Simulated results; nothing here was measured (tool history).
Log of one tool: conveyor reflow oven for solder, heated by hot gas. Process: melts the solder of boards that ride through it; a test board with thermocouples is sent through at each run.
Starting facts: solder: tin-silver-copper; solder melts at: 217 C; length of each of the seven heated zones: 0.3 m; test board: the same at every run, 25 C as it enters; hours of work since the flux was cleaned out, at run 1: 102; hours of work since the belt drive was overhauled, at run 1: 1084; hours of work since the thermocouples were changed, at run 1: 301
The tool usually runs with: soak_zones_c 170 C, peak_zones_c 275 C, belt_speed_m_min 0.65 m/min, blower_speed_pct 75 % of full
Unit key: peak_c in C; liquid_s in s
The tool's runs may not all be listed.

| run | hour | soak_zones_c | peak_zones_c | belt_speed_m_min | blower_speed_pct | hours of work since the flux was cleaned out | hours of work since the belt drive was overhauled | hours of work since the thermocouples were changed | peak_c | liquid_s |
|---|---|---|---|---|---|---|---|---|---|---|
| 1 | 0 | 170 | 275 | 0.65 | 75 | 102 | 1084 | 301 | 263 | 46.9 |
| 2 | 46.4 | 170 | 275 | 0.65 | 75 | 122 | 1103 | 320 | 263.1 | 46.7 |
| 3 | 95.4 | 170 | 275 | 0.65 | 75 | 142 | 1123 | 340 | 263.1 | 46.6 |
| 4 | 131.4 | 170 | 275 | 0.65 | 75 | 157 | 1138 | 355 | 263.2 | 46.6 |
| 5 | 168.7 | 170 | 275 | 0.65 | 75 | 172 | 1153 | 371 | 263.4 | 46.6 |
| 6 | 208.2 | 170 | 275 | 0.65 | 75 | 189 | 1170 | 387 | 263.5 | 46.8 |
|  | 228.8 | flux residue cleaned out of gas plates and filters |
| 7 | 270.2 | 170 | 283 | 0.65 | 75 | 17 | 1193 | 411 | 270.7 | 49.5 |
| 8 | 312.4 | 170 | 283 | 0.65 | 75 | 35 | 1211 | 428 | 270.5 | 49.2 |
| 9 | 378.7 | 157 | 275 | 0.65 | 75 | 62 | 1238 | 456 | 261.7 | 43.1 |
| 10 | 440.1 | 170 | 286 | 0.65 | 75 | 87 | 1264 | 481 | 273.4 | 49.8 |
| 11 | 477.5 | 170 | 286 | 0.65 | 75 | 103 | 1279 | 497 | 273.5 | 49.8 |
|  | 518.3 | flux residue cleaned out of gas plates and filters, once more |
| 12 | 558.7 | 170 | 286 | 0.65 | 75 | 17 | 1311 | 528 | 274.7 | 50.6 |
| 13 | 603.4 | 170 | 275 | 0.65 | 75 | 35 | 1329 | 547 | 264.2 | 47.2 |
| 14 | 678.3 | 170 | 275 | 0.652 | 75 | 66 | 1360 | 578 | 264 | 47.2 |
| 15 | 727.9 | 170 | 275 | 0.652 | 75 | 87 | 1381 | 598 | 264.1 | 47.1 |
| 16 | 782.3 | 165 | 275 | 0.65 | 82 | 109 | 1403 | 621 | 265.2 | 46.7 |
| 17 | 850.4 | 180 | 275 | 0.631 | 82 | 137 | 1431 | 649 | 267 | 52.5 |
| 18 | 908.7 | 170 | 289 | 0.685 | 75 | 162 | 1456 | 673 | 275.7 | 48.6 |
| 19 | 982.5 | 157 | 282 | 0.55 | 54 | 192 | 1486 | 704 | 271 | 55.6 |
|  | 994.2 | flux residue cleaned out of gas plates and filters |
| 20 | 1045.7 | 170 | 287 | 0.65 | 70 | 21 | 1510 | 728 | 275.2 | 51.2 |
| 21 | 1079.8 | 170 | 287 | 0.65 | 70 | 35 | 1524 | 742 | 275.1 | 50.9 |
| 22 | 1130.8 | 170 | 264 | 0.65 | 75 | 57 | 1545 | 763 | 254.7 | 43.8 |
| 23 | 1201 | 183 | 284 | 0.704 | 67 | 86 | 1575 | 792 | 271.5 | 48.8 |
| 24 | 1271.4 | 183 | 284 | 0.704 | 67 | 115 | 1604 | 821 | 271.6 | 48.8 |
| 25 | 1328.4 | 170 | 275 | 0.606 | 75 | 138 | 1627 | 845 | 266.9 | 51.8 |
|  | 1364.9 | thermocouples of zones 6 and 7 changed |
| 26 | 1368.3 | 170 | 286 | 0.606 | 75 | 154 | 1643 | 1 | 275.2 | 54.8 |
| 27 | 1419 | 166 | 268 | 0.589 | 70 | 175 | 1664 | 22 | 258.2 | 49.2 |
| 28 | 1459.8 | 166 | 268 | 0.589 | 70 | 192 | 1681 | 39 | 257.8 | 49 |
|  | 1472 | flux residue cleaned out of gas plates and filters |
| 29 | 1516.9 | 163 | 275 | 0.65 | 60 | 19 | 1702 | 61 | 259.7 | 43.8 |
| 30 | 1582.3 | 178 | 284 | 0.65 | 81 | 46 | 1729 | 88 | 273.9 | 52.7 |

Subtracting, for every run, the result it would have given without the tool's unlogged condition from the measured result gives the following. The same run-to-run variation enters both numbers; the gauge's scatter may not:
Hidden state at play: heat that the gas passes to the board, % of a clean oven's; belt's true speed, % of the reading; true gas temperature in zones 6 and 7 over the reading, C; drift of the gauge itself on peak_c, C; drift of the gauge itself on liquid_s, %.
| run | peak_c | liquid_s |
|---|---|---|
| 1 | +0.6 | +0.9 |
| 2 | +0.5 | +0.8 |
| 3 | +0.5 | +0.9 |
| 4 | +0.6 | +0.9 |
| 5 | +0.6 | +0.8 |
| 6 | +0.6 | +0.8 |
| 7 | +0.3 | +0.8 |
| 8 | +0.3 | +0.9 |
| 9 | +0.2 | +0.6 |
| 10 | +0.3 | +0.9 |
| 11 | +0.3 | +0.8 |
| 12 | +1.6 | +1.3 |
| 13 | +1.5 | +1.4 |
| 14 | +1.5 | +1.4 |
| 15 | +1.5 | +1.5 |
| 16 | +1.5 | +1.4 |
| 17 | +1.4 | +1.5 |
| 18 | +1.5 | +1.4 |
| 19 | +1.7 | +1.8 |
| 20 | +2 | +1.7 |
| 21 | +2 | +1.7 |
| 22 | +2 | +1.8 |
| 23 | +2 | +1.7 |
| 24 | +2 | +1.7 |
| 25 | +2 | +1.8 |
| 26 | +0.2 | +1.3 |
| 27 | +0.1 | +1.1 |
| 28 | +0.1 | +1.2 |
| 29 | +0.8 | +1.5 |
| 30 | +0.6 | +1.4 |
